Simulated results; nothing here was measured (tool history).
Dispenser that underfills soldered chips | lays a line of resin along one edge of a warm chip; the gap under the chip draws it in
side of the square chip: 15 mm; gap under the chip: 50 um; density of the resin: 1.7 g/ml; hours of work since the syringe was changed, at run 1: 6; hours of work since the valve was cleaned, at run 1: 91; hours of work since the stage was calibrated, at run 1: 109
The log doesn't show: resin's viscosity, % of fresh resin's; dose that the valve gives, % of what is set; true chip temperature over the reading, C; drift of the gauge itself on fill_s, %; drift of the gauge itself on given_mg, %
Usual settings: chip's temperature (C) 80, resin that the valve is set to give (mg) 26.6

| run | hour | chip's temperature (C) | resin that the valve is set to give (mg) | hours of work since the syringe was changed | hours of work since the valve was cleaned | hours of work since the stage was calibrated | time until the resin shows at the far edge (s) | resin that the valve gave (mg) |
|---|---|---|---|---|---|---|---|---|
| 1 | 0.0 | 80 | 26.6 | 6 | 91 | 109 | 163.7 | 24.99 |
| 2 | 3.3 | 80 | 26.6 | 8 | 93 | 111 | 179.0 | 24.98 |
| 3 | 6.5 | 80 | 26.6 | 10 | 95 | 113 | 191.9 | 24.85 |
|  | 7.8 | new syringe of resin |
| 4 | 12.3 | 80 | 26.6 | 3 | 98 | 117 | 146.7 | 24.78 |
| 5 | 15.2 | 80 | 26.6 | 5 | 100 | 119 | 155.7 | 24.69 |
| 6 | 20.7 | 80 | 28.5 | 8 | 103 | 122 | 170.4 | 26.44 |
|  | 25.8 | new syringe of resin |
| 7 | 27.2 | 80 | 28.5 | 1 | 107 | 126 | 131.5 | 26.45 |
| 8 | 33.0 | 80 | 28.5 | 4 | 111 | 129 | 146.9 | 26.18 |
| 9 | 37.4 | 80 | 26.6 | 7 | 113 | 132 | 165.2 | 24.58 |
| 10 | 43.2 | 80 | 26.6 | 11 | 117 | 136 | 188.9 | 24.20 |
|  | 44.0 | new syringe of resin |
| 11 | 49.5 | 80 | 26.6 | 3 | 121 | 139 | 148.0 | 24.12 |
| 12 | 55.4 | 80 | 26.6 | 7 | 124 | 143 | 171.2 | 24.17 |
| 13 | 58.7 | 80 | 26.6 | 9 | 126 | 145 | 182.2 | 24.08 |
|  | 62.2 | new syringe of resin |
| 14 | 64.8 | 80 | 26.6 | 2 | 130 | 149 | 138.3 | 24.15 |
| 15 | 69.5 | 80 | 26.6 | 5 | 133 | 152 | 155.8 | 24.18 |
| 16 | 72.9 | 80 | 26.6 | 7 | 135 | 154 | 168.9 | 24.05 |
|  | 78.5 | dispensing valve cleaned and set on the balance |
| 17 | 80.0 | 80 | 26.6 | 10 | 1 | 157 | 188.5 | 26.59 |
|  | 81.1 | new syringe of resin |
| 18 | 85.0 | 67 | 24.3 | 2 | 4 | 160 | 239.5 | 24.28 |
| 19 | 89.8 | 67 | 24.3 | 5 | 7 | 163 | 266.6 | 24.22 |
| 20 | 93.7 | 67 | 24.3 | 8 | 9 | 166 | 293.1 | 24.28 |
| 21 | 98.1 | 68 | 22.7 | 10 | 12 | 168 | 318.6 | 22.38 |
|  | 99.2 | new syringe of resin |
| 22 | 102.2 | 68 | 22.7 | 2 | 14 | 171 | 237.2 | 22.46 |
| 23 | 106.4 | 67 | 23.5 | 4 | 17 | 173 | 276.7 | 23.23 |
| 24 | 111.3 | 80 | 24.3 | 7 | 20 | 176 | 178.0 | 24.15 |
| 25 | 116.5 | 80 | 24.3 | 11 | 23 | 180 | 194.6 | 24.05 |
|  | 117.2 | new syringe of resin |
| 26 | 120.6 | 82 | 30.7 | 2 | 25 | 182 | 131.5 | 29.94 |
| 27 | 123.7 | 81 | 30.3 | 4 | 27 | 184 | 143.4 | 29.55 |
| 28 | 129.7 | 67 | 26.6 | 8 | 31 | 187 | 302.2 | 25.95 |
| 29 | 133.1 | 71 | 23.1 | 10 | 33 | 190 | 287.6 | 22.42 |
|  | 135.2 | new syringe of resin |
| 30 | 136.1 | 68 | 24.0 | 1 | 35 | 191 | 231.6 | 23.52 |
| 31 | 139.7 | 89 | 31.4 | 3 | 37 | 194 | 100.2 | 30.70 |
| 32 | 144.9 | 83 | 23.9 | 6 | 40 | 197 | 151.2 | 23.27 |
| 33 | 148.1 | 83 | 23.9 | 8 | 42 | 199 | 163.0 | 23.12 |
|  | 153.3 | new syringe of resin |
| 34 | 153.3 | 83 | 23.9 | 0 | 45 | 202 | 120.6 | 23.10 |

Some steps in time until the resin shows at the far edge (s) between neighbouring runs. How much of each would the tool show without its hidden state too (settings, what came in, random variation), and how much is left for the hidden state, with any gauge scatter that isn't in both results?
Run 21 -> 22: new syringe of resin. time until the resin shows at the far edge (s) -81.4: hidden state -75.9, all else -5.5.
Run 23 -> 24: chip's temperature (C) 67 -> 80, resin that the valve is set to give (mg) 23.5 -> 24.3. time until the resin shows at the far edge (s) -98.7: hidden state -4.4, all else -94.3.
Run 27 -> 28: chip's temperature (C) 81 -> 67, resin that the valve is set to give (mg) 30.3 -> 26.6. time until the resin shows at the far edge (s) +158.8: hidden state +60.0, all else +98.8.
Run 29 -> 30: chip's temperature (C) 71 -> 68, resin that the valve is set to give (mg) 23.1 -> 24.0, new syringe of resin. time until the resin shows at the far edge (s) -56.0: hidden state -78.5, all else +22.5.
Run 30 -> 31: chip's temperature (C) 68 -> 89, resin that the valve is set to give (mg) 24.0 -> 31.4. time until the resin shows at the far edge (s) -131.4: hidden state -4.5, all else -126.9.

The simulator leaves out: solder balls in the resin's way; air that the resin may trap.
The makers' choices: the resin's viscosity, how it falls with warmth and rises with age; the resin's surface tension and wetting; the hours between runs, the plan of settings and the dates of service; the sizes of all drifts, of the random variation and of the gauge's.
